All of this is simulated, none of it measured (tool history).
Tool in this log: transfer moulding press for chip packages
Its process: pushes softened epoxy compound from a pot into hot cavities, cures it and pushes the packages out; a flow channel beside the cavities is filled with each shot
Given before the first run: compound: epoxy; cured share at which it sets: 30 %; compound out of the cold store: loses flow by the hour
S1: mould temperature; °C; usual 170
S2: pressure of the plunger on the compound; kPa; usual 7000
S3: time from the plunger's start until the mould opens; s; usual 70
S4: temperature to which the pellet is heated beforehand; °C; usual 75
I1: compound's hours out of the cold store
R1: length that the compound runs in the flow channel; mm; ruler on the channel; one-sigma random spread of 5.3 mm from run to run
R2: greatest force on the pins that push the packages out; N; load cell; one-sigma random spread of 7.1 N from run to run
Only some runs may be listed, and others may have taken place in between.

run	day	S1	S2	S3	S4	I1	R1	R2
1	0.000	170	7000	70	75	15.5	554	298
2	0.829	170	7000	70	76	36.6	515	389
3	1.288	170	7000	70	76	31.1	518	430
4	2.067	170	7000	70	76	8.4	571	493
5	2.775	170	7000	80	76	9.2	556	444
6	3.346	170	7000	70	75	14.4	548	549
# day 4.129: cavities cleaned with cleaning compound and waxed
7	4.142	170	7000	70	75	46.6	481	632
8	4.908	170	7000	70	74	12.5	550	680
9	5.700	170	7000	70	74	13.2	532	694
10	6.204	170	7000	70	74	33.0	501	648
11	6.729	170	7000	70	74	26.5	507	639
12	7.179	170	7000	70	74	21.0	519	644
# day 7.733: cavities cleaned with cleaning compound and waxed, once more
13	7.888	170	7000	70	74	46.8	478	306
14	8.638	170	6250	70	75	17.2	498	414
15	9.400	163	6250	70	75	34.3	475	740
16	10.200	172	6000	70	78	30.0	457	466
17	10.854	172	6000	70	78	45.6	422	471
18	11.267	170	6450	95	71	25.1	484	431
# day 11.833: cavities cleaned with cleaning compound and waxed
19	11.833	166	6450	58	72	13.4	512	662
20	12.275	170	6050	57	67	17.3	475	627
21	12.700	170	6050	57	67	22.7	467	692
22	13.075	170	6670	60	67	44.5	455	604
23	13.612	170	6670	60	67	44.0	456	641
24	14.321	170	6670	60	67	8.5	514	792
25	14.696	162	7000	106	75	11.5	533	441
26	15.467	162	7920	106	75	35.1	530	465
27	15.842	174	7000	70	78	40.0	454	480
# day 15.983: cavities cleaned with cleaning compound and waxed
28	16.321	168	8580	62	68	41.6	524	503
29	17.050	176	7000	78	79	18.6	493	311

Below are 4 alternative next runs, each starting from the tool's condition after run 29. Predict each:
A	17.642	170	7370	101	79	27.0	?	?
B	17.642	170	6780	91	75	8.2	?	?
C	17.642	165	7000	70	70	23.0	?	?
D	17.642	170	8760	90	77	19.5	?	?

run	R1	R2
A	493	354
B	515	360
C	504	660
D	548	348
What these runs would have given with no unlogged condition in the tool:
run	R1	R2
A	562	222
B	588	230
C	575	437
D	625	221

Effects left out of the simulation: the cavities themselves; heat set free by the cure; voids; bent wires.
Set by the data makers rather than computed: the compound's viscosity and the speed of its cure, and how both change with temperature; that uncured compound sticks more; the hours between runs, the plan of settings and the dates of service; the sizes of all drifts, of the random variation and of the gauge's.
